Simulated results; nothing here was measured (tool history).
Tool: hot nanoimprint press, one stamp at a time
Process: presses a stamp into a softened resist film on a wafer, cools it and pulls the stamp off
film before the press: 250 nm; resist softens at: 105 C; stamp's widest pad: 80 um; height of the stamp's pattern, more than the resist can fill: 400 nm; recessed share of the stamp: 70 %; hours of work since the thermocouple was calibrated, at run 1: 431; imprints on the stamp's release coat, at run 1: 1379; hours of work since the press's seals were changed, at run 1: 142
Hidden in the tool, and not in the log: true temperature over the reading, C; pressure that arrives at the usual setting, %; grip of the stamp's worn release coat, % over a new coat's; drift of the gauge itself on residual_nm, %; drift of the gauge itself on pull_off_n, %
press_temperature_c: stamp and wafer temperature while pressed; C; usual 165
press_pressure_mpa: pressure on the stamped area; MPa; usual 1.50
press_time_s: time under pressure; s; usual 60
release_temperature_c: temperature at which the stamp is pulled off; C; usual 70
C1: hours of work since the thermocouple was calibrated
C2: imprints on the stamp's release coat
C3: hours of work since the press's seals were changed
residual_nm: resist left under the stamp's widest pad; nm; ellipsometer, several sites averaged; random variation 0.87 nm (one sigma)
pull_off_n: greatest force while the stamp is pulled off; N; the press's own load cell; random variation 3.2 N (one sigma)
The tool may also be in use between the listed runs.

{"run": 1, "hour": 0.0, "press_temperature_c": 165, "press_pressure_mpa": 1.5, "press_time_s": 60, "release_temperature_c": 70, "C1": 431, "C2": 1379, "C3": 142, "residual_nm": 129.0, "pull_off_n": 247}
{"run": 2, "hour": 8.6, "press_temperature_c": 165, "press_pressure_mpa": 1.5, "press_time_s": 60, "release_temperature_c": 70, "C1": 436, "C2": 1400, "C3": 147, "residual_nm": 127.9, "pull_off_n": 245}
{"run": 3, "hour": 16.1, "press_temperature_c": 165, "press_pressure_mpa": 1.5, "press_time_s": 106, "release_temperature_c": 70, "C1": 440, "C2": 1418, "C3": 151, "residual_nm": 108.1, "pull_off_n": 247}
{"run": 4, "hour": 26.4, "press_temperature_c": 165, "press_pressure_mpa": 1.5, "press_time_s": 106, "release_temperature_c": 70, "C1": 446, "C2": 1443, "C3": 157, "residual_nm": 108.7, "pull_off_n": 255}
{"run": 5, "hour": 31.6, "press_temperature_c": 165, "press_pressure_mpa": 1.5, "press_time_s": 106, "release_temperature_c": 70, "C1": 449, "C2": 1456, "C3": 160, "residual_nm": 108.7, "pull_off_n": 244}
{"run": 6, "hour": 40.1, "press_temperature_c": 165, "press_pressure_mpa": 1.5, "press_time_s": 106, "release_temperature_c": 70, "C1": 454, "C2": 1476, "C3": 165, "residual_nm": 108.3, "pull_off_n": 256}
{"run": 7, "hour": 46.9, "press_temperature_c": 165, "press_pressure_mpa": 1.5, "press_time_s": 106, "release_temperature_c": 70, "C1": 458, "C2": 1493, "C3": 169, "residual_nm": 109.1, "pull_off_n": 257}
{"run": 8, "hour": 51.2, "press_temperature_c": 165, "press_pressure_mpa": 1.78, "press_time_s": 60, "release_temperature_c": 70, "C1": 461, "C2": 1503, "C3": 172, "residual_nm": 119.3, "pull_off_n": 249}
{"run": 9, "hour": 61.3, "press_temperature_c": 165, "press_pressure_mpa": 1.5, "press_time_s": 60, "release_temperature_c": 70, "C1": 466, "C2": 1528, "C3": 178, "residual_nm": 128.0, "pull_off_n": 262}
{"run": 10, "hour": 71.0, "press_temperature_c": 165, "press_pressure_mpa": 1.5, "press_time_s": 60, "release_temperature_c": 70, "C1": 472, "C2": 1551, "C3": 183, "residual_nm": 130.3, "pull_off_n": 258}
{"hour": 74.8, "done": "plate thermocouple calibrated"}
{"run": 11, "hour": 82.5, "press_temperature_c": 165, "press_pressure_mpa": 1.5, "press_time_s": 60, "release_temperature_c": 70, "C1": 4, "C2": 1572, "C3": 188, "residual_nm": 120.2, "pull_off_n": 250}
{"run": 12, "hour": 91.2, "press_temperature_c": 168, "press_pressure_mpa": 1.5, "press_time_s": 60, "release_temperature_c": 70, "C1": 10, "C2": 1593, "C3": 193, "residual_nm": 105.5, "pull_off_n": 248}
{"run": 13, "hour": 101.4, "press_temperature_c": 165, "press_pressure_mpa": 1.5, "press_time_s": 60, "release_temperature_c": 68, "C1": 15, "C2": 1618, "C3": 199, "residual_nm": 119.3, "pull_off_n": 268}
{"run": 14, "hour": 107.8, "press_temperature_c": 165, "press_pressure_mpa": 1.5, "press_time_s": 60, "release_temperature_c": 68, "C1": 19, "C2": 1633, "C3": 203, "residual_nm": 120.7, "pull_off_n": 273}
{"run": 15, "hour": 114.5, "press_temperature_c": 156, "press_pressure_mpa": 1.5, "press_time_s": 60, "release_temperature_c": 70, "C1": 23, "C2": 1649, "C3": 207, "residual_nm": 172.0, "pull_off_n": 256}
{"run": 16, "hour": 122.8, "press_temperature_c": 165, "press_pressure_mpa": 1.5, "press_time_s": 60, "release_temperature_c": 70, "C1": 28, "C2": 1670, "C3": 212, "residual_nm": 120.9, "pull_off_n": 247}
{"run": 17, "hour": 131.6, "press_temperature_c": 168, "press_pressure_mpa": 1.5, "press_time_s": 60, "release_temperature_c": 70, "C1": 33, "C2": 1691, "C3": 217, "residual_nm": 105.4, "pull_off_n": 255}
{"run": 18, "hour": 137.6, "press_temperature_c": 168, "press_pressure_mpa": 1.5, "press_time_s": 60, "release_temperature_c": 70, "C1": 37, "C2": 1706, "C3": 221, "residual_nm": 106.5, "pull_off_n": 253}
{"run": 19, "hour": 143.3, "press_temperature_c": 163, "press_pressure_mpa": 1.5, "press_time_s": 31, "release_temperature_c": 70, "C1": 40, "C2": 1719, "C3": 224, "residual_nm": 157.3, "pull_off_n": 259}
{"run": 20, "hour": 153.8, "press_temperature_c": 163, "press_pressure_mpa": 1.5, "press_time_s": 31, "release_temperature_c": 70, "C1": 46, "C2": 1745, "C3": 230, "residual_nm": 158.2, "pull_off_n": 259}
{"run": 21, "hour": 164.2, "press_temperature_c": 163, "press_pressure_mpa": 1.5, "press_time_s": 31, "release_temperature_c": 70, "C1": 52, "C2": 1770, "C3": 236, "residual_nm": 159.8, "pull_off_n": 261}
{"run": 22, "hour": 174.7, "press_temperature_c": 163, "press_pressure_mpa": 1.5, "press_time_s": 31, "release_temperature_c": 57, "C1": 58, "C2": 1796, "C3": 242, "residual_nm": 156.5, "pull_off_n": 339}
{"run": 23, "hour": 181.7, "press_temperature_c": 163, "press_pressure_mpa": 1.14, "press_time_s": 35, "release_temperature_c": 57, "C1": 62, "C2": 1812, "C3": 246, "residual_nm": 173.4, "pull_off_n": 348}
{"run": 24, "hour": 190.6, "press_temperature_c": 174, "press_pressure_mpa": 1.14, "press_time_s": 35, "release_temperature_c": 57, "C1": 67, "C2": 1834, "C3": 251, "residual_nm": 120.4, "pull_off_n": 348}
{"run": 25, "hour": 196.9, "press_temperature_c": 174, "press_pressure_mpa": 1.14, "press_time_s": 35, "release_temperature_c": 57, "C1": 71, "C2": 1849, "C3": 255, "residual_nm": 120.4, "pull_off_n": 349}
{"run": 26, "hour": 204.0, "press_temperature_c": 165, "press_pressure_mpa": 0.9, "press_time_s": 67, "release_temperature_c": 70, "C1": 75, "C2": 1866, "C3": 259, "residual_nm": 154.8, "pull_off_n": 269}
{"run": 27, "hour": 211.9, "press_temperature_c": 165, "press_pressure_mpa": 0.9, "press_time_s": 67, "release_temperature_c": 70, "C1": 80, "C2": 1886, "C3": 264, "residual_nm": 154.6, "pull_off_n": 268}
{"run": 28, "hour": 216.7, "press_temperature_c": 171, "press_pressure_mpa": 1.5, "press_time_s": 43, "release_temperature_c": 70, "C1": 83, "C2": 1897, "C3": 267, "residual_nm": 107.9, "pull_off_n": 274}
{"run": 29, "hour": 221.2, "press_temperature_c": 171, "press_pressure_mpa": 1.5, "press_time_s": 39, "release_temperature_c": 70, "C1": 85, "C2": 1908, "C3": 269, "residual_nm": 111.9, "pull_off_n": 261}
{"run": 30, "hour": 230.8, "press_temperature_c": 171, "press_pressure_mpa": 1.5, "press_time_s": 39, "release_temperature_c": 70, "C1": 91, "C2": 1931, "C3": 275, "residual_nm": 111.9, "pull_off_n": 287}

Some steps in residual_nm between neighbouring runs. How much of each would the tool show without its hidden state too (settings, what came in, random variation), and how much is left for the hidden state, with any gauge scatter that isn't in both results?
Run 2 -> 3: press_time_s 60 -> 106. residual_nm -19.8 nm: hidden state -0.9, all else -18.9.
Run 7 -> 8: press_pressure_mpa 1.50 -> 1.78, press_time_s 106 -> 60. residual_nm +10.2 nm: hidden state +0.9, all else +9.3.
Run 10 -> 11: plate thermocouple calibrated. residual_nm -10.1 nm: hidden state -9.6, all else -0.5.
Run 14 -> 15: press_temperature_c 165 -> 156, release_temperature_c 68 -> 70. residual_nm +51.3 nm: hidden state +0.4, all else +50.9.
Run 15 -> 16: press_temperature_c 156 -> 165. residual_nm -51.1 nm: hidden state -0.1, all else -51.0.
Run 23 -> 24: press_temperature_c 163 -> 174. residual_nm -53.0 nm: hidden state -0.5, all else -52.5.

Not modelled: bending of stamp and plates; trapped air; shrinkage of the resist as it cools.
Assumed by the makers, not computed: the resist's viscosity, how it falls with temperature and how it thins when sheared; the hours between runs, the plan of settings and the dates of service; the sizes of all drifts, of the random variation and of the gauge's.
